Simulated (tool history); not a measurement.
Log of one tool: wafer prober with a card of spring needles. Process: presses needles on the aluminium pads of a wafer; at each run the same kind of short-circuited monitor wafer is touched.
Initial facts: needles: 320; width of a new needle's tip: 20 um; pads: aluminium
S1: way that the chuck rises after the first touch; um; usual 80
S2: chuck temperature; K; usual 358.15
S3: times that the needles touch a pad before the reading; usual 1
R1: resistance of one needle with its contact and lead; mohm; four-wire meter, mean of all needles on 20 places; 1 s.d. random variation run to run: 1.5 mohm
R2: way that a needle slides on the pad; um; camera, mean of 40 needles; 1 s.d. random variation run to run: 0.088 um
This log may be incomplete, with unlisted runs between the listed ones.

Run 1, day 0: usual settings. Result: R1 138 mohm, R2 17.88 um.
At day 0.475: tips cleaned on abrasive film.
Run 2, day 0.692: usual settings. Result: R1 134 mohm, R2 17.94 um.
At day 0.975: tips cleaned on abrasive film.
Run 3, day 1.283: usual settings but S1 63 um. Result: R1 139 mohm, R2 14.14 um.
At day 1.55: tips cleaned on abrasive film.
At day 2.021: tips cleaned on abrasive film.
Run 4, day 2.067: usual settings but S1 63 um. Result: R1 139 mohm, R2 14.05 um.
At day 2.542: tips cleaned on abrasive film.
At day 3.033: tips cleaned on abrasive film.
Run 5, day 3.042: usual settings but S3 2. Result: R1 135 mohm, R2 17.85 um.
At day 3.55: tips cleaned on abrasive film.
At day 4.075: tips cleaned on abrasive film.
Run 6, day 4.075: usual settings but S3 2. Result: R1 134 mohm, R2 17.92 um.
At day 4.196: height of the first contact set anew.
At day 4.638: tips cleaned on abrasive film.
Run 7, day 4.758: usual settings but S2 300.15 K, S3 2. Result: R1 125 mohm, R2 17.96 um.
At day 5.192: tips cleaned on abrasive film.
Run 8, day 5.496: usual settings but S3 2. Result: R1 134 mohm, R2 17.79 um.
At day 5.671: tips cleaned on abrasive film.
At day 6.162: tips cleaned on abrasive film.
Run 9, day 6.25: usual settings. Result: R1 136 mohm, R2 17.76 um.
At day 6.642: tips cleaned on abrasive film.
At day 7.121: tips cleaned on abrasive film.
At day 7.592: tips cleaned on abrasive film.
Run 10, day 7.638: usual settings but S3 2. Result: R1 132 mohm, R2 17.79 um.
At day 8.075: tips cleaned on abrasive film.
Run 11, day 8.4: usual settings but S3 2. Result: R1 132 mohm, R2 17.58 um.
At day 8.592: tips cleaned on abrasive film.
At day 9.1: tips cleaned on abrasive film.
At day 9.629: tips cleaned on abrasive film.
Run 12, day 9.7: usual settings but S2 322.15 K. Result: R1 127 mohm, R2 17.61 um.
At day 10.146: tips cleaned on abrasive film.
At day 10.662: tips cleaned on abrasive film.
Run 13, day 10.738: usual settings. Result: R1 136 mohm, R2 17.59 um.
At day 11.171: tips cleaned on abrasive film.
At day 11.7: tips cleaned on abrasive film.
Run 14, day 11.733: usual settings. Result: R1 135 mohm, R2 17.67 um.
At day 12.208: tips cleaned on abrasive film.
At day 12.704: tips cleaned on abrasive film.
Run 15, day 12.783: usual settings. Result: R1 134 mohm, R2 17.46 um.
At day 13.221: tips cleaned on abrasive film.
At day 13.75: tips cleaned on abrasive film.
Run 16, day 13.917: usual settings but S1 74 um. Result: R1 134 mohm, R2 16.15 um.
At day 14.238: tips cleaned on abrasive film.
At day 14.625: gauge calibrated.
Run 17, day 14.625: usual settings but S2 347.15 K, S3 3. Result: R1 130 mohm, R2 17.97 um.
At day 14.704: tips cleaned on abrasive film.
At day 15.2: tips cleaned on abrasive film.
Run 18, day 15.625: usual settings but S1 69 um, S2 347.15 K, S3 3. Result: R1 133 mohm, R2 15.41 um.
At day 15.742: tips cleaned on abrasive film.
At day 16.238: tips cleaned on abrasive film.
Run 19, day 16.242: usual settings but S1 95 um, S2 301.15 K, S3 2. Result: R1 124 mohm, R2 21.24 um.
At day 16.729: tips cleaned on abrasive film.
At day 17.288: tips cleaned on abrasive film.
Run 20, day 17.404: usual settings but S1 73 um, S2 329.15 K, S3 2. Result: R1 131 mohm, R2 16.38 um.
At day 17.771: tips cleaned on abrasive film.
At day 18.292: tips cleaned on abrasive film.
At day 18.796: tips cleaned on abrasive film.
Run 21, day 18.796: usual settings but S1 73 um, S2 329.15 K, S3 2. Result: R1 131 mohm, R2 16.36 um.
At day 19.296: tips cleaned on abrasive film.
At day 19.812: tips cleaned on abrasive film.
Run 22, day 20.054: usual settings but S1 70 um, S2 329.15 K, S3 2. Result: R1 133 mohm, R2 15.44 um.
At day 20.138: height of the first contact set anew.
At day 20.354: tips cleaned on abrasive film.
At day 20.875: tips cleaned on abrasive film.
Run 23, day 21.138: usual settings but S1 61 um, S2 337.15 K. Result: R1 133 mohm, R2 13.75 um.
At day 21.396: tips cleaned on abrasive film.
Run 24, day 21.733: usual settings but S1 61 um, S2 337.15 K. Result: R1 133 mohm, R2 13.58 um.
At day 21.933: tips cleaned on abrasive film.
At day 22.429: tips cleaned on abrasive film.
At day 22.971: tips cleaned on abrasive film.
Run 25, day 23.058: usual settings but S1 61 um, S2 337.15 K. Result: R1 134 mohm, R2 13.47 um.
At day 23.442: tips cleaned on abrasive film.
At day 23.917: tips cleaned on abrasive film.
Run 26, day 24.112: usual settings but S1 61 um, S2 337.15 K. Result: R1 135 mohm, R2 13.48 um.
At day 24.396: tips cleaned on abrasive film.
Run 27, day 24.725: usual settings but S1 61 um, S2 337.15 K. Result: R1 133 mohm, R2 13.56 um.
At day 24.933: tips cleaned on abrasive film.
At day 25.4: tips cleaned on abrasive film.
Run 28, day 25.4: usual settings but S1 61 um, S2 337.15 K. Result: R1 135 mohm, R2 13.5 um.
At day 25.892: tips cleaned on abrasive film.
At day 26.446: tips cleaned on abrasive film.
Run 29, day 26.554: usual settings but S1 60 um, S2 337.15 K. Result: R1 136 mohm, R2 13.11 um.

Had the tool no unlogged condition, and each run kept its random variation, what would the results have been?
What the log doesn't record here: debris on the tips, nm; way that the needles fall short of the set height, um; tips' diameter, um; drift of the gauge itself on contact_mohm, %; drift of the gauge itself on scrub_um, %.
run     R2
  1  17.88
  2  17.97
  3  14.18
  4   14.1
  5  17.95
  6  18.05
  7  18.11
  8  17.96
  9  17.95
 10  18.03
 11  17.84
 12  17.91
 13  17.92
 14  18.04
 15  17.86
 16  16.55
 17  17.97
 18  15.44
 19  21.31
 20  16.46
 21  16.48
 22  15.59
 23   13.9
 24  13.75
 25  13.67
 26   13.7
 27   13.8
 28  13.75
 29  13.39
R1 without the hidden state stays within 1 mohm of what was measured, in all runs.
